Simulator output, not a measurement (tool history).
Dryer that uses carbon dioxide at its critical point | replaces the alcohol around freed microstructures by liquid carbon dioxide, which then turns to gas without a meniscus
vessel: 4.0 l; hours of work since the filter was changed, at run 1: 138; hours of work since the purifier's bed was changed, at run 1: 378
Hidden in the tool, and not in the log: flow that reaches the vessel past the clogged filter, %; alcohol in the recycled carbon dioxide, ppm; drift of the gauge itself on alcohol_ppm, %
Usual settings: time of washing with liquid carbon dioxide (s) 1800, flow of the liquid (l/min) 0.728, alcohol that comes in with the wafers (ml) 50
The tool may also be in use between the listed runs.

run   hour  time of washing with liquid carbon dioxide (s)  flow of the liquid (l/min)  alcohol that comes in with the wafers (ml)  hours of work since the filter was changed  hours of work since the purifier's bed was changed  alcohol left in the vessel before it's heated (ppm by volume)
  1    0.0                                            1800                       0.728                                          50                                         138                                                 378                                                            398
  2   10.6                                            1800                       0.728                                          50                                         146                                                 387                                                            398
  3   23.0                                            1800                       0.728                                          50                                         156                                                 397                                                            407
  4   40.0                                            1800                       0.728                                          50                                         170                                                 410                                                            426
  5   54.2                                            1800                       0.728                                          50                                         181                                                 421                                                            439
  6   69.7                                            1800                       0.728                                          50                                         193                                                 434                                                            426
  7   83.2                                            1800                       0.728                                          50                                         204                                                 445                                                            450
  8   95.9                                            1800                       0.728                                          50                                         214                                                 455                                                            469
  9  113.3                                            1800                       0.728                                          50                                         228                                                 469                                                            479
 10  132.2                                            1620                       0.728                                          50                                         243                                                 484                                                            634
 11  145.5                                            1440                       0.728                                          50                                         254                                                 494                                                            876
 12  163.1                                            1920                       0.728                                          50                                         268                                                 508                                                            464
 13  173.2                                            1920                       0.728                                          50                                         276                                                 516                                                            460
 14  191.6                                            1920                       0.728                                          50                                         291                                                 531                                                            471
 15  203.1                                            1920                       0.728                                          50                                         300                                                 540                                                            490
     208.8  -- inlet filter changed
 16  223.3                                            1560                       0.728                                          50                                          12                                                 555                                                            541
 17  243.9                                            1560                       0.728                                          50                                          28                                                 572                                                            551
 18  262.4                                            2160                       0.621                                          50                                          43                                                 587                                                            406
 19  271.0                                            1800                       0.473                                          41                                          50                                                 594                                                            872
 20  280.8                                            1800                       0.498                                          50                                          57                                                 601                                                            955
 21  296.0                                            1800                       0.498                                          50                                          70                                                 613                                                            945
 22  312.6                                            1800                       0.498                                          50                                          83                                                 627                                                            990
 23  329.9                                            1620                       0.923                                          21                                          97                                                 640                                                            310
 24  350.0                                            2640                       0.821                                          77                                         113                                                 657                                                            279
 25  366.1                                            2700                       0.728                                          34                                         125                                                 669                                                            274
 26  381.8                                            2220                       0.721                                          60                                         138                                                 682                                                            396
 27  395.8                                            2220                       0.721                                          60                                         149                                                 693                                                            382
 28  406.8                                            1440                       0.547                                          94                                         158                                                 702                                                           2434
 29  418.6                                            1440                       0.547                                          94                                         167                                                 711                                                           2508
     428.2  -- purifier's bed changed
 30  435.1                                            1440                       0.547                                          94                                         178                                                   5                                                           2259
 31  454.6                                            1440                       0.547                                          94                                         194                                                  21                                                           2201
 32  463.3                                            1860                       0.535                                          69                                         201                                                  28                                                            947

3 ways to go on from here, each from the tool as it stands after run 32. What would each give?
  A  482.6                                            1860                       0.493                                          69                                         216                                                  43                                                              ?
  B  482.6                                            1920                       0.744                                          93                                         216                                                  43                                                              ?
  C  482.6                                            1860                       0.535                                          21                                         216                                                  43                                                              ?

run  alcohol left in the vessel before it's heated (ppm by volume)
  A                                                           1180
  B                                                            404
  C                                                            305
Without the tool's hidden state the same runs would have given:
run  alcohol left in the vessel before it's heated (ppm by volume)
  A                                                            811
  B                                                            224
  C                                                            198
